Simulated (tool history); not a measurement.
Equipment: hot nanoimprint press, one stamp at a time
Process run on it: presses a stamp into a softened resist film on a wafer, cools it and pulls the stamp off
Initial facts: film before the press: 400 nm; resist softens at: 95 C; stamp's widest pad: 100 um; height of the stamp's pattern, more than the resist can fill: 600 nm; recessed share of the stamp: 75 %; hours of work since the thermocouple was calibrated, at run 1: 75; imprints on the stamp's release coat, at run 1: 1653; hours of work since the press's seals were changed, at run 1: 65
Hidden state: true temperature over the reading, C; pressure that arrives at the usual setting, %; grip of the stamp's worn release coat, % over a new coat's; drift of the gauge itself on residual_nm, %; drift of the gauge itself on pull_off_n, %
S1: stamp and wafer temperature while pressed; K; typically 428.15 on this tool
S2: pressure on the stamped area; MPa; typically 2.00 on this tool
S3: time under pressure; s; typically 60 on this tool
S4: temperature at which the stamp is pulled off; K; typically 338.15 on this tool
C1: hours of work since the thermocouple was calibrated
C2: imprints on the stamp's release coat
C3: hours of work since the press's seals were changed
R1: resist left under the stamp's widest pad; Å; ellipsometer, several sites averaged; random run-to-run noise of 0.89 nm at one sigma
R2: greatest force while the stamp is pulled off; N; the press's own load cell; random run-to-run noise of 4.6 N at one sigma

run,hour,S1,S2,S3,S4,C1,C2,C3,R1,R2
1,0.0,428.15,2.00,60,338.15,75,1653,65,1424,353
2,9.5,428.15,2.00,60,338.15,80,1685,70,1434,372
3,23.6,428.15,2.00,60,338.15,87,1732,77,1429,375
4,34.0,428.15,2.00,60,338.15,92,1767,83,1426,373
5,41.6,428.15,1.60,60,338.15,96,1793,87,1603,374
6,55.2,428.15,1.60,60,338.15,103,1838,94,1599,381
7,61.5,428.15,1.60,60,338.15,106,1859,97,1588,387
8,70.2,428.15,1.60,60,338.15,111,1888,101,1583,393
9,80.5,428.15,1.60,60,338.15,116,1923,107,1600,393
# hour 89.2: stamp cleaned and given a new release coat
10,98.1,428.15,1.60,60,338.15,122,30,113,1580,224
11,108.8,428.15,1.60,115,338.15,128,66,118,1235,234
12,119.0,428.15,2.00,60,338.15,133,100,124,1417,228
13,126.5,428.15,2.00,53,338.15,137,125,127,1489,242
14,136.1,428.15,2.00,53,338.15,142,157,132,1490,234
15,143.9,428.15,2.00,53,338.15,146,183,136,1490,241
16,158.0,436.15,1.29,73,338.15,153,231,144,1046,241
17,166.8,425.15,2.53,94,341.15,158,260,148,1250,236
18,177.6,433.15,1.49,56,333.15,163,296,154,1287,260

Estimate the outcome of run 19 from the log above:
19,186.3,436.15,2.00,60,337.15,168,325,158,?,?

{"run 19": {"R1": 894, "R2": 243}}
On a tool with no hidden condition, and with the same random variation, this run would have come out at R1 920 Å, R2 218 N.
